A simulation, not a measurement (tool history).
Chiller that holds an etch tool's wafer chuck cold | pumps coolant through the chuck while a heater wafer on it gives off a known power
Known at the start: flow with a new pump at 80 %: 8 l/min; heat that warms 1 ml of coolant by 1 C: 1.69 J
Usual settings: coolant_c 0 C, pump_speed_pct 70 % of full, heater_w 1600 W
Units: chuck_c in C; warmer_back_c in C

| run | hour | coolant_c | pump_speed_pct | heater_w | chuck_c | warmer_back_c |
|---|---|---|---|---|---|---|
| 1 | 0 | 0 | 70 | 1600 | 13 | 8.24 |
| 2 | 115.4 | 0 | 70 | 1600 | 13.2 | 8.24 |
| 3 | 260.7 | 0 | 70 | 1600 | 13.1 | 8.32 |
| 4 | 394.7 | 0 | 70 | 2088 | 17.2 | 10.81 |
| 5 | 499.8 | 0 | 70 | 2088 | 17.2 | 10.82 |
| 6 | 617 | 0 | 70 | 2088 | 17.1 | 10.85 |
| 7 | 769.9 | 0 | 88 | 1600 | 10.4 | 6.43 |
| 8 | 952.3 | 0 | 70 | 1600 | 13.2 | 8.3 |
| 9 | 1055.1 | 0 | 68 | 1600 | 13.6 | 8.56 |
| 10 | 1150 | 0 | 68 | 1600 | 13.5 | 8.6 |
| 11 | 1261.7 | -5 | 68 | 1600 | 8.3 | 8.55 |
| 12 | 1414.2 | -5 | 68 | 1600 | 8.5 | 8.71 |
| 13 | 1543.5 | 0 | 70 | 1600 | 13.1 | 8.36 |
| 14 | 1707.4 | 0 | 70 | 1600 | 13.1 | 8.4 |
| 15 | 1868.7 | 0 | 70 | 1600 | 13.2 | 8.34 |
| 16 | 2027 | 0 | 70 | 1600 | 13.2 | 8.39 |
| 17 | 2123.1 | 2 | 83 | 1600 | 13.1 | 6.99 |
| 18 | 2276.6 | 2 | 75 | 807 | 8.3 | 4.04 |
| 19 | 2366 | 0 | 70 | 1286 | 10.4 | 6.82 |
| 20 | 2508.5 | 0 | 87 | 1600 | 10.5 | 6.66 |
| 21 | 2691.9 | 0 | 87 | 1600 | 10.5 | 6.51 |
| 22 | 2812.1 | 2 | 70 | 2166 | 19.8 | 11.12 |
| 23 | 2926 | 6 | 85 | 1600 | 16.6 | 6.62 |
| 24 | 3040.2 | 1 | 85 | 1052 | 8.1 | 4.34 |
| 25 | 3171 | 0 | 70 | 1004 | 8.3 | 5.26 |
| 26 | 3291.7 | -6 | 68 | 993 | 2.5 | 5.31 |
| 27 | 3450.5 | 3 | 74 | 2385 | 21.5 | 11.64 |
| 28 | 3608.5 | 3 | 74 | 2385 | 21.4 | 11.64 |
| 29 | 3764.5 | 3 | 74 | 2385 | 21.4 | 11.65 |
| 30 | 3932.2 | -4 | 74 | 1326 | 6.3 | 6.5 |
| 31 | 4081.3 | -4 | 74 | 1326 | 6.2 | 6.58 |
| 32 | 4234.5 | 1 | 74 | 1320 | 11.1 | 6.46 |

Not shown: 4 entries that the log had between the listed runs. Between which runs, and how does the tool's hidden state differ before and after?
Between runs 12 and 13: chiller's thermometer calibrated (hour 1543.5)
  coolant's true temperature over the reading, C: 0.01 -> 0; drift of the gauge itself on warmer_back_c, C: 0.12 -> 0.13
  measured less the result without the state, warmer_back_c: +0.13 -> +0.14 C
Between runs 17 and 18: coolant pump overhauled (hour 2255.5)
  flow at a given pump speed, % of a new pump's: 99.8 -> 100; drift of the gauge itself on warmer_back_c, C: 0.18 -> 0.19
  measured less the result without the state, warmer_back_c: +0.19 -> +0.19 C
Between runs 20 and 21: gauge calibrated (hour 2558.7)
  drift of the gauge itself on warmer_back_c, C: 0.21 -> 0.01
  measured less the result without the state, warmer_back_c: +0.21 -> +0.01 C
Between runs 30 and 31: coolant changed, channels flushed (hour 4024.6)
  heat passed by the chuck's channels, % of clean ones': 99.7 -> 100; drift of the gauge itself on warmer_back_c, C: 0.11 -> 0.13
  measured less the result without the state, warmer_back_c: +0.12 -> +0.13 C
